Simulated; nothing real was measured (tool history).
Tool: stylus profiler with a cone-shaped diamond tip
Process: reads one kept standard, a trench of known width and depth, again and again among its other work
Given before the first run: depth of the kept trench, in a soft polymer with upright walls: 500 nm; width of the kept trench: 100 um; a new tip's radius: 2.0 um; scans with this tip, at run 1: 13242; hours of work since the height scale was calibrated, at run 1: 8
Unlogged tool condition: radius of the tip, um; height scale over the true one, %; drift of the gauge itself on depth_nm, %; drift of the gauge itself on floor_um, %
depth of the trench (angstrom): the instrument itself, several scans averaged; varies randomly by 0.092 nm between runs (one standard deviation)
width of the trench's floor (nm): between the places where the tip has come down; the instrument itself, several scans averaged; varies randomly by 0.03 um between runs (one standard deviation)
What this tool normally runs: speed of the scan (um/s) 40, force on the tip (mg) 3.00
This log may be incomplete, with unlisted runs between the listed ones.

run	hour	speed of the scan (um/s)	force on the tip (mg)	scans with this tip	hours of work since the height scale was calibrated	depth of the trench (angstrom)	width of the trench's floor (nm)
1	0.0	40	3.00	13242	8	5073.0	96070
2	96.4	40	3.00	13505	62	5073.9	96040
3	222.0	21	3.00	13846	134	5070.8	96190
4	339.3	40	5.80	14166	200	5112.4	96110
5	452.6	40	5.80	14474	265	5110.8	96030
6	506.1	56	5.80	14620	295	5111.7	96010
7	627.6	40	3.00	14950	364	5069.4	95980
8	747.8	40	2.84	15277	432	5062.8	95970
9	837.2	40	2.84	15521	483	5061.6	95940
10	923.4	40	5.38	15756	532	5101.2	96030
# hour 933.2: height scale calibrated on a step standard
11	1007.8	40	3.00	15984	42	5059.4	95900
12	1083.7	40	3.00	16191	85	5057.9	95930
13	1197.5	12	3.00	16500	150	5057.2	96050
14	1312.8	12	3.00	16814	216	5057.1	96060
15	1400.1	112	2.10	17052	265	5038.4	95320
16	1516.2	95	3.61	17368	331	5063.0	95590
17	1607.1	20	4.46	17615	383	5075.6	96010
# hour 1627.1: height scale calibrated on a step standard, once more
18	1673.7	26	1.46	17795	26	5047.6	95880
19	1779.5	152	1.19	18083	87	5041.7	94690
20	1856.3	145	1.07	18292	130	5036.9	94630
21	1960.3	103	7.50	18575	189	5138.2	95620
22	2067.8	103	7.50	18868	250	5136.6	95580
23	2171.3	19	3.74	19149	309	5084.8	95890
24	2271.5	14	7.01	19422	366	5129.2	95890
25	2385.6	40	4.11	19733	431	5087.2	95770
26	2471.7	40	4.11	19967	480	5088.0	95700
27	2566.2	69	7.36	20224	533	5130.0	95680
28	2680.2	21	1.57	20534	598	5039.8	95730

Branching from run 28: 5 alternative next runs. What would each branch give?
A	2769.4	45	1.40	20777	649	?	?
B	2769.4	123	4.85	20777	649	?	?
C	2769.4	74	2.28	20777	649	?	?
D	2769.4	47	6.32	20777	649	?	?
E	2769.4	51	3.00	20777	649	?	?

run	depth of the trench (angstrom)	width of the trench's floor (nm)
A	5034.5	95460
B	5093.7	95340
C	5051.1	95310
D	5114.7	95670
E	5063.9	95590
The same runs, with their run-to-run variation unchanged, on a tool lacking any hidden condition would have given:
run	depth of the trench (angstrom)	width of the trench's floor (nm)
A	5045.0	96950
B	5104.4	96830
C	5061.7	96800
D	5125.4	97160
E	5074.5	97080
